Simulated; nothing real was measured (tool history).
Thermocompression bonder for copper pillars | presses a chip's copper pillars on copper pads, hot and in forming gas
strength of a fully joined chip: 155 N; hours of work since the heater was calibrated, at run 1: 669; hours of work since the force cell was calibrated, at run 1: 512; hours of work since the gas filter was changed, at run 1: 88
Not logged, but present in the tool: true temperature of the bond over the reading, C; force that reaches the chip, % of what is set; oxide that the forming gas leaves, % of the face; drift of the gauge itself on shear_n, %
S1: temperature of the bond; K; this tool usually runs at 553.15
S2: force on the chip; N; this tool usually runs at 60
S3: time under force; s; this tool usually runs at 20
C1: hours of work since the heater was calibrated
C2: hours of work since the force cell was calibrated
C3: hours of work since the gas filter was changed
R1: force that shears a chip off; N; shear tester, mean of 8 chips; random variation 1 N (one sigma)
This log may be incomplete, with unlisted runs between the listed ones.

run,day,S1,S2,S3,C1,C2,C3,R1
1,0.000,553.15,60,20,669,512,88,101.2
2,1.142,553.15,60,18,684,527,102,97.1
3,2.708,553.15,60,18,704,547,123,98.9
4,4.692,553.15,60,18,730,573,148,96.5
5,6.267,553.15,60,18,750,593,169,96.7
# day 6.988: heater calibrated with a thermocouple chip
6,7.975,553.15,60,11,13,614,190,84.8
7,9.667,553.15,60,11,35,636,212,84.3
8,11.475,577.15,48,14,58,659,235,99.7
9,13.129,523.15,71,23,80,681,256,87.7
10,14.067,523.15,71,23,92,693,269,86.0
# day 15.221: heater calibrated with a thermocouple chip, once more
11,15.946,562.15,68,13,9,716,292,93.0
12,17.508,562.15,68,13,30,737,312,93.0
13,19.567,562.15,51,58,56,763,339,113.9
# day 20.650: forming gas filter changed
14,21.546,579.15,38,35,82,789,12,101.1

Predict each of these 3 candidate next runs independently; none follows another, all start after run 14:
A,23.096,579.15,70,12,102,809,32,?
B,23.096,576.15,82,38,102,809,32,?
C,23.096,553.15,70,30,102,809,32,?

run,R1
A,115.1
B,146.5
C,114.8
What these runs would have given with no unlogged condition in the tool:
run,R1
A,111.9
B,145.2
C,111.5
